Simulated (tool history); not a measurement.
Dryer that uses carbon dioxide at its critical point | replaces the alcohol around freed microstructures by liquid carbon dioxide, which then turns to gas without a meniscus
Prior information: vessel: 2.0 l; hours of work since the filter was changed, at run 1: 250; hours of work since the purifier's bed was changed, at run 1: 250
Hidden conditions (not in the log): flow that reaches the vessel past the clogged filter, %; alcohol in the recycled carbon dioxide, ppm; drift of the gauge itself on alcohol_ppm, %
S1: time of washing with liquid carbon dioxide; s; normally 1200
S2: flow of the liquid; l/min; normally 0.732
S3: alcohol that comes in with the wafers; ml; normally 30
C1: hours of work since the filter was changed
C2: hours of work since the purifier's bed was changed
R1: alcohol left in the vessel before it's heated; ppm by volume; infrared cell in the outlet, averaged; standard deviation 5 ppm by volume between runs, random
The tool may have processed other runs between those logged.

| run | hour | S1 | S2 | S3 | C1 | C2 | R1 |
|---|---|---|---|---|---|---|---|
| 1 | 0 | 1200 | 0.732 | 30 | 250 | 250 | 163 |
| 2 | 11.2 | 1200 | 0.732 | 119 | 256 | 256 | 337 |
| 3 | 17.9 | 1200 | 0.732 | 119 | 261 | 261 | 327 |
| 4 | 25.3 | 1200 | 0.732 | 30 | 265 | 265 | 165 |
| 5 | 32.5 | 1200 | 0.732 | 30 | 269 | 269 | 174 |
| 6 | 45.5 | 1200 | 0.732 | 30 | 277 | 277 | 179 |
| 7 | 59.8 | 1200 | 0.732 | 30 | 286 | 286 | 179 |
| 8 | 67.8 | 1200 | 0.732 | 30 | 291 | 291 | 180 |
| 9 | 82.8 | 1200 | 0.732 | 100 | 300 | 300 | 330 |
|  | 87.1 | inlet filter changed |
| 10 | 98 | 1200 | 0.732 | 100 | 7 | 309 | 259 |
| 11 | 111.6 | 1200 | 0.732 | 100 | 15 | 317 | 255 |
| 12 | 124.4 | 1200 | 0.732 | 30 | 23 | 325 | 178 |
| 13 | 136.6 | 1200 | 0.732 | 30 | 30 | 333 | 179 |
| 14 | 144.1 | 1200 | 0.732 | 30 | 35 | 337 | 185 |
| 15 | 151.4 | 1200 | 0.732 | 30 | 39 | 342 | 183 |
| 16 | 159.9 | 1200 | 0.732 | 30 | 45 | 347 | 192 |
| 17 | 168.3 | 1200 | 0.732 | 30 | 50 | 352 | 197 |
| 18 | 175.8 | 1200 | 0.732 | 30 | 54 | 357 | 195 |
| 19 | 184.1 | 1200 | 0.649 | 48 | 59 | 362 | 272 |
| 20 | 192.4 | 1200 | 0.649 | 48 | 65 | 367 | 289 |
| 21 | 205.1 | 1080 | 1.217 | 104 | 72 | 374 | 162 |
| 22 | 214.9 | 1080 | 1.217 | 104 | 78 | 381 | 153 |
| 23 | 229 | 1320 | 1.153 | 116 | 87 | 389 | 156 |
| 24 | 240.5 | 1200 | 0.982 | 62 | 94 | 396 | 183 |
| 25 | 253.6 | 1200 | 0.732 | 93 | 102 | 404 | 300 |
| 26 | 262.5 | 1680 | 0.666 | 26 | 107 | 410 | 180 |
| 27 | 270.2 | 720 | 0.939 | 30 | 112 | 414 | 334 |
| 28 | 276.7 | 780 | 1.15 | 45 | 116 | 418 | 222 |
| 29 | 283.7 | 780 | 1.15 | 45 | 120 | 423 | 231 |
| 30 | 293.8 | 780 | 1.15 | 45 | 127 | 429 | 238 |
| 31 | 302.6 | 1500 | 1.15 | 114 | 132 | 434 | 184 |
| 32 | 310.1 | 1320 | 1.115 | 30 | 137 | 439 | 179 |
| 33 | 320 | 1320 | 1.115 | 30 | 143 | 445 | 193 |
| 34 | 334.5 | 1560 | 0.732 | 62 | 151 | 454 | 208 |
| 35 | 342 | 1740 | 0.732 | 45 | 156 | 458 | 195 |

What differs in the tool's unlogged condition from the final listed run ahead of each entry between runs to the first listed run following it?
Between runs 9 and 10: inlet filter changed (hour 87.1)
  flow that reaches the vessel past the clogged filter, %: 90.3 -> 99.3; alcohol in the recycled carbon dioxide, ppm: 132 -> 135.3
  measured result minus the result with no hidden state, R1: +215 -> +137 ppm by volume
